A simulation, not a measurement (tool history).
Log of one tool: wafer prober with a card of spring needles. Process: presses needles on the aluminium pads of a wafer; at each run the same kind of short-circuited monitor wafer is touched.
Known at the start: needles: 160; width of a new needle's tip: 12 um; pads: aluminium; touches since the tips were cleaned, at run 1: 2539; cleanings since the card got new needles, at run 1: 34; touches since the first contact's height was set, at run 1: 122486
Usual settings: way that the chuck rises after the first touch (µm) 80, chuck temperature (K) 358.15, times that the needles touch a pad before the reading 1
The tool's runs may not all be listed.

| run | day | way that the chuck rises after the first touch (µm) | chuck temperature (K) | times that the needles touch a pad before the reading | touches since the tips were cleaned | cleanings since the card got new needles | touches since the first contact's height was set | resistance of one needle with its contact and lead (mohm) | way that a needle slides on the pad (µm) |
|---|---|---|---|---|---|---|---|---|---|
| 1 | 0.000 | 80 | 358.15 | 1 | 2539 | 34 | 122486 | 199.9 | 13.22 |
|  | 0.604 | tips cleaned on abrasive film |
|  | 0.617 | height of the first contact set anew |
| 2 | 1.004 | 80 | 358.15 | 1 | 2333 | 35 | 2333 | 199.9 | 13.25 |
|  | 1.704 | tips cleaned on abrasive film |
| 3 | 1.862 | 80 | 358.15 | 1 | 950 | 36 | 7508 | 199.1 | 13.23 |
|  | 2.775 | tips cleaned on abrasive film |
| 4 | 2.858 | 80 | 358.15 | 1 | 508 | 37 | 13518 | 199.2 | 13.26 |
|  | 3.854 | tips cleaned on abrasive film |
| 5 | 3.879 | 80 | 358.15 | 1 | 161 | 38 | 19678 | 198.9 | 13.27 |
|  | 4.900 | tips cleaned on abrasive film |
| 6 | 5.062 | 80 | 358.15 | 1 | 975 | 39 | 26807 | 198.9 | 13.24 |
|  | 5.962 | tips cleaned on abrasive film |
| 7 | 5.962 | 80 | 358.15 | 1 | 0 | 40 | 32231 | 197.6 | 13.22 |
| 8 | 6.683 | 80 | 358.15 | 1 | 4363 | 40 | 36594 | 199.3 | 13.24 |
|  | 7.029 | tips cleaned on abrasive film |
| 9 | 7.192 | 80 | 358.15 | 1 | 978 | 41 | 39645 | 199.0 | 13.26 |
| 10 | 7.796 | 70 | 314.15 | 1 | 4636 | 41 | 43303 | 189.9 | 11.60 |
|  | 8.150 | tips cleaned on abrasive film |
| 11 | 8.446 | 90 | 303.15 | 2 | 1799 | 42 | 47218 | 185.2 | 14.89 |
|  | 9.175 | tips cleaned on abrasive film |
| 12 | 9.650 | 90 | 303.15 | 2 | 2863 | 43 | 54476 | 185.8 | 14.90 |
|  | 10.221 | tips cleaned on abrasive film |
| 13 | 10.654 | 90 | 303.15 | 1 | 2622 | 44 | 60522 | 185.8 | 14.91 |
|  | 11.312 | tips cleaned on abrasive film |
| 14 | 11.512 | 81 | 360.15 | 1 | 1207 | 45 | 65707 | 200.8 | 13.42 |
|  | 12.350 | tips cleaned on abrasive film |
| 15 | 12.350 | 67 | 363.15 | 2 | 0 | 46 | 70740 | 200.2 | 11.10 |

How the hidden state differs across the entries between the runs, from the last listed run before each to the first after it:
Between runs 1 and 2: tips cleaned on abrasive film (day 0.604); height of the first contact set anew (day 0.617)
  debris on the tips, nm: 4.1 -> 4.3; way that the needles fall short of the set height, um: 0.06 -> 0
Between runs 2 and 3: tips cleaned on abrasive film (day 1.704)
  debris on the tips, nm: 4.3 -> 2.5; tips' diameter, um: 12.04 -> 12.05
Between runs 3 and 4: tips cleaned on abrasive film (day 2.775)
  debris on the tips, nm: 2.5 -> 1.9; way that the needles fall short of the set height, um: 0 -> 0.01
Between runs 4 and 5: tips cleaned on abrasive film (day 3.854)
  debris on the tips, nm: 1.9 -> 0.8
Between runs 5 and 6: tips cleaned on abrasive film (day 4.900)
  debris on the tips, nm: 0.8 -> 2.8
Between runs 6 and 7: tips cleaned on abrasive film (day 5.962)
  debris on the tips, nm: 2.8 -> 0.6; way that the needles fall short of the set height, um: 0.01 -> 0.02
Between runs 8 and 9: tips cleaned on abrasive film (day 7.029)
  debris on the tips, nm: 5.2 -> 2.9
Between runs 10 and 11: tips cleaned on abrasive film (day 8.150)
  debris on the tips, nm: 5.3 -> 3.5
Between runs 11 and 12: tips cleaned on abrasive film (day 9.175)
  debris on the tips, nm: 3.5 -> 4.8; way that the needles fall short of the set height, um: 0.02 -> 0.03
Between runs 12 and 13: tips cleaned on abrasive film (day 10.221)
  debris on the tips, nm: 4.8 -> 4.4; tips' diameter, um: 12.05 -> 12.06
Between runs 13 and 14: tips cleaned on abrasive film (day 11.312)
  debris on the tips, nm: 4.4 -> 3.2; way that the needles fall short of the set height, um: 0.03 -> 0.04
Between runs 14 and 15: tips cleaned on abrasive film (day 12.350)
  debris on the tips, nm: 3.2 -> 0.4

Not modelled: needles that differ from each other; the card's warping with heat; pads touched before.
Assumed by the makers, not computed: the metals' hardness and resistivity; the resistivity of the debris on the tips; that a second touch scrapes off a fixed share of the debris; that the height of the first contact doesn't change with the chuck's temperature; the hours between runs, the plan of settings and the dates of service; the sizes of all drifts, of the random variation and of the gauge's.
